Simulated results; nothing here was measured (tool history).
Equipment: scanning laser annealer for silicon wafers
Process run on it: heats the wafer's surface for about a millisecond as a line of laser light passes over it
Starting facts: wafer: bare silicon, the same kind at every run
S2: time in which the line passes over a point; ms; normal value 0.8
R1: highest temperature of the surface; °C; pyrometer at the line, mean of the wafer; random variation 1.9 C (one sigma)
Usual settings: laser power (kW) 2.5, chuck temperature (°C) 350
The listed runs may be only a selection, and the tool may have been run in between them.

Run 1, day 0: usual settings. Result: R1 1120 °C.
Run 2, day 0.971: usual settings but chuck temperature (°C) 343. Result: R1 1111 °C.
Run 3, day 1.654: usual settings. Result: R1 1118 °C.
Run 4, day 2.558: usual settings. Result: R1 1117 °C.
Run 5, day 3.425: usual settings but chuck temperature (°C) 322. Result: R1 1087 °C.
Run 6, day 4.279: usual settings but chuck temperature (°C) 373. Result: R1 1137 °C.
Run 7, day 5.375: usual settings but laser power (kW) 2.206. Result: R1 1000 °C.
Run 8, day 6.408: usual settings. Result: R1 1114 °C.
Run 9, day 7.067: usual settings but laser power (kW) 2.611, S2 0.834 ms. Result: R1 1172 °C.
Run 10, day 8.504: usual settings but laser power (kW) 2.611, S2 0.834 ms. Result: R1 1169 °C.
At day 8.725: window over the wafer cleaned.
Run 11, day 9.892: usual settings but laser power (kW) 2.611, S2 0.834 ms. Result: R1 1215 °C.
Run 12, day 10.925: usual settings but S2 0.753 ms, chuck temperature (°C) 345. Result: R1 1119 °C.
Run 13, day 12.212: usual settings but S2 0.753 ms, chuck temperature (°C) 366. Result: R1 1141 °C.
Run 14, day 13.138: usual settings but S2 0.921 ms. Result: R1 1202 °C.
Run 15, day 14.033: usual settings but laser power (kW) 2.412, S2 0.701 ms, chuck temperature (°C) 354. Result: R1 1068 °C.
Run 16, day 14.7: usual settings but laser power (kW) 2.412, S2 0.701 ms, chuck temperature (°C) 354. Result: R1 1065 °C.

3 ways to go on from here, each from the tool as it stands after run 16. What would each give?
Run A, day 15.642: usual settings but laser power (kW) 2.311, S2 0.831 ms. Result: R1 ?.
Run B, day 15.642: usual settings but laser power (kW) 2.53, chuck temperature (°C) 383. Result: R1 ?.
Run C, day 15.642: usual settings but laser power (kW) 2.349, chuck temperature (°C) 375. Result: R1 ?.

run    R1
  A  1081
  B  1190
  C  1105
Without the tool's hidden state the same runs would have given:
run    R1
  A  1106
  B  1217
  C  1130
